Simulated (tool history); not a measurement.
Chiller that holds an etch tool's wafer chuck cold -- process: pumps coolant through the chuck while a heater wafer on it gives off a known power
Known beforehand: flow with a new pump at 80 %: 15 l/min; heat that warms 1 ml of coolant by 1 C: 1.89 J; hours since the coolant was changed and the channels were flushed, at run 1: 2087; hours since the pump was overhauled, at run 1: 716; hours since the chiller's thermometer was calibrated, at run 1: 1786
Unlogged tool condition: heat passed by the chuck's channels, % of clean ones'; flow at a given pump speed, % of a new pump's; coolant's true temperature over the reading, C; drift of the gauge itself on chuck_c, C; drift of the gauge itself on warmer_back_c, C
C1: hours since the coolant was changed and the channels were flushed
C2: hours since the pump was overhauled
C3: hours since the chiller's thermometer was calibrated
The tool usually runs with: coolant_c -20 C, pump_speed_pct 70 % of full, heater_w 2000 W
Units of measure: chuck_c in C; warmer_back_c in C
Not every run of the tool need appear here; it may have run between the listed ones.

{"run": 1, "hour": 0.0, "coolant_c": -20, "pump_speed_pct": 70, "heater_w": 2000, "C1": 2087, "C2": 716, "C3": 1786, "chuck_c": 6.9, "warmer_back_c": 4.89}
{"run": 2, "hour": 25.6, "coolant_c": -20, "pump_speed_pct": 70, "heater_w": 2000, "C1": 2113, "C2": 741, "C3": 1812, "chuck_c": 6.8, "warmer_back_c": 4.85}
{"run": 3, "hour": 73.2, "coolant_c": -20, "pump_speed_pct": 70, "heater_w": 2000, "C1": 2161, "C2": 789, "C3": 1859, "chuck_c": 6.9, "warmer_back_c": 4.85}
{"run": 4, "hour": 131.5, "coolant_c": -20, "pump_speed_pct": 70, "heater_w": 2000, "C1": 2219, "C2": 847, "C3": 1918, "chuck_c": 6.9, "warmer_back_c": 4.86}
{"run": 5, "hour": 184.3, "coolant_c": -22, "pump_speed_pct": 70, "heater_w": 2000, "C1": 2272, "C2": 900, "C3": 1971, "chuck_c": 4.9, "warmer_back_c": 4.95}
{"run": 6, "hour": 219.9, "coolant_c": -20, "pump_speed_pct": 70, "heater_w": 2053, "C1": 2307, "C2": 936, "C3": 2006, "chuck_c": 7.4, "warmer_back_c": 5.02}
{"run": 7, "hour": 280.2, "coolant_c": -11, "pump_speed_pct": 70, "heater_w": 2000, "C1": 2368, "C2": 996, "C3": 2066, "chuck_c": 15.9, "warmer_back_c": 4.87}
{"run": 8, "hour": 305.9, "coolant_c": -27, "pump_speed_pct": 70, "heater_w": 2000, "C1": 2393, "C2": 1022, "C3": 2092, "chuck_c": -0.2, "warmer_back_c": 4.91}
{"run": 9, "hour": 334.8, "coolant_c": -27, "pump_speed_pct": 70, "heater_w": 2000, "C1": 2422, "C2": 1051, "C3": 2121, "chuck_c": -0.2, "warmer_back_c": 4.89}
{"run": 10, "hour": 384.1, "coolant_c": -27, "pump_speed_pct": 70, "heater_w": 2000, "C1": 2471, "C2": 1100, "C3": 2170, "chuck_c": -0.3, "warmer_back_c": 4.92}
{"run": 11, "hour": 413.4, "coolant_c": -27, "pump_speed_pct": 70, "heater_w": 2000, "C1": 2501, "C2": 1129, "C3": 2200, "chuck_c": -0.2, "warmer_back_c": 4.88}
{"run": 12, "hour": 460.4, "coolant_c": -27, "pump_speed_pct": 70, "heater_w": 2000, "C1": 2548, "C2": 1176, "C3": 2247, "chuck_c": -0.4, "warmer_back_c": 4.89}
{"run": 13, "hour": 485.8, "coolant_c": -20, "pump_speed_pct": 70, "heater_w": 1206, "C1": 2573, "C2": 1201, "C3": 2272, "chuck_c": -3.5, "warmer_back_c": 2.88}
{"run": 14, "hour": 525.5, "coolant_c": -14, "pump_speed_pct": 70, "heater_w": 1206, "C1": 2613, "C2": 1241, "C3": 2312, "chuck_c": 2.1, "warmer_back_c": 2.93}
{"run": 15, "hour": 562.7, "coolant_c": -20, "pump_speed_pct": 70, "heater_w": 1509, "C1": 2650, "C2": 1278, "C3": 2349, "chuck_c": 0.3, "warmer_back_c": 3.64}
{"run": 16, "hour": 602.9, "coolant_c": -26, "pump_speed_pct": 83, "heater_w": 2496, "C1": 2690, "C2": 1319, "C3": 2389, "chuck_c": 3.1, "warmer_back_c": 5.07}
{"run": 17, "hour": 663.3, "coolant_c": -20, "pump_speed_pct": 84, "heater_w": 1111, "C1": 2751, "C2": 1379, "C3": 2450, "chuck_c": -7, "warmer_back_c": 2.28}
{"run": 18, "hour": 718.3, "coolant_c": -20, "pump_speed_pct": 84, "heater_w": 1111, "C1": 2806, "C2": 1434, "C3": 2504, "chuck_c": -7.3, "warmer_back_c": 2.29}
{"run": 19, "hour": 754.5, "coolant_c": -23, "pump_speed_pct": 84, "heater_w": 1326, "C1": 2842, "C2": 1470, "C3": 2541, "chuck_c": -7.8, "warmer_back_c": 2.64}
{"run": 20, "hour": 811.0, "coolant_c": -16, "pump_speed_pct": 89, "heater_w": 1397, "C1": 2898, "C2": 1527, "C3": 2597, "chuck_c": -0.7, "warmer_back_c": 2.61}
{"run": 21, "hour": 854.6, "coolant_c": -26, "pump_speed_pct": 86, "heater_w": 1297, "C1": 2942, "C2": 1570, "C3": 2641, "chuck_c": -11.4, "warmer_back_c": 2.53}
{"run": 22, "hour": 903.7, "coolant_c": -23, "pump_speed_pct": 68, "heater_w": 1468, "C1": 2991, "C2": 1619, "C3": 2690, "chuck_c": -2.7, "warmer_back_c": 3.7}
{"run": 23, "hour": 950.1, "coolant_c": -23, "pump_speed_pct": 68, "heater_w": 1030, "C1": 3037, "C2": 1666, "C3": 2736, "chuck_c": -8.7, "warmer_back_c": 2.57}
{"run": 24, "hour": 990.2, "coolant_c": -20, "pump_speed_pct": 60, "heater_w": 1247, "C1": 3078, "C2": 1706, "C3": 2776, "chuck_c": -0.7, "warmer_back_c": 3.55}
{"run": 25, "hour": 1041.1, "coolant_c": -20, "pump_speed_pct": 60, "heater_w": 1247, "C1": 3128, "C2": 1757, "C3": 2827, "chuck_c": -0.9, "warmer_back_c": 3.58}
{"run": 26, "hour": 1081.1, "coolant_c": -20, "pump_speed_pct": 60, "heater_w": 1247, "C1": 3168, "C2": 1797, "C3": 2867, "chuck_c": -0.9, "warmer_back_c": 3.61}
{"run": 27, "hour": 1119.5, "coolant_c": -20, "pump_speed_pct": 60, "heater_w": 1247, "C1": 3207, "C2": 1835, "C3": 2906, "chuck_c": -0.7, "warmer_back_c": 3.56}
{"run": 28, "hour": 1177.9, "coolant_c": -20, "pump_speed_pct": 60, "heater_w": 1247, "C1": 3265, "C2": 1894, "C3": 2964, "chuck_c": -1, "warmer_back_c": 3.6}
{"run": 29, "hour": 1215.0, "coolant_c": -15, "pump_speed_pct": 77, "heater_w": 1459, "C1": 3302, "C2": 1931, "C3": 3001, "chuck_c": 3, "warmer_back_c": 3.18}

What if the next run were any one of these 3? Each begins from the tool's condition after run 29:
{"run": "A", "hour": 1275.2, "coolant_c": -18, "pump_speed_pct": 76, "heater_w": 2000, "C1": 3363, "C2": 1991, "C3": 3061, "chuck_c": "?", "warmer_back_c": "?"}
{"run": "B", "hour": 1275.2, "coolant_c": -13, "pump_speed_pct": 63, "heater_w": 1699, "C1": 3363, "C2": 1991, "C3": 3061, "chuck_c": "?", "warmer_back_c": "?"}
{"run": "C", "hour": 1275.2, "coolant_c": -14, "pump_speed_pct": 86, "heater_w": 2326, "C1": 3363, "C2": 1991, "C3": 3061, "chuck_c": "?", "warmer_back_c": "?"}

run=A chuck_c=6.9 warmer_back_c=4.44
run=B chuck_c=12.1 warmer_back_c=4.65
run=C chuck_c=12.2 warmer_back_c=4.56
Without the tool's hidden state the same runs would have given:
run=A chuck_c=6.9 warmer_back_c=4.44
run=B chuck_c=12.1 warmer_back_c=4.65
run=C chuck_c=12.2 warmer_back_c=4.56
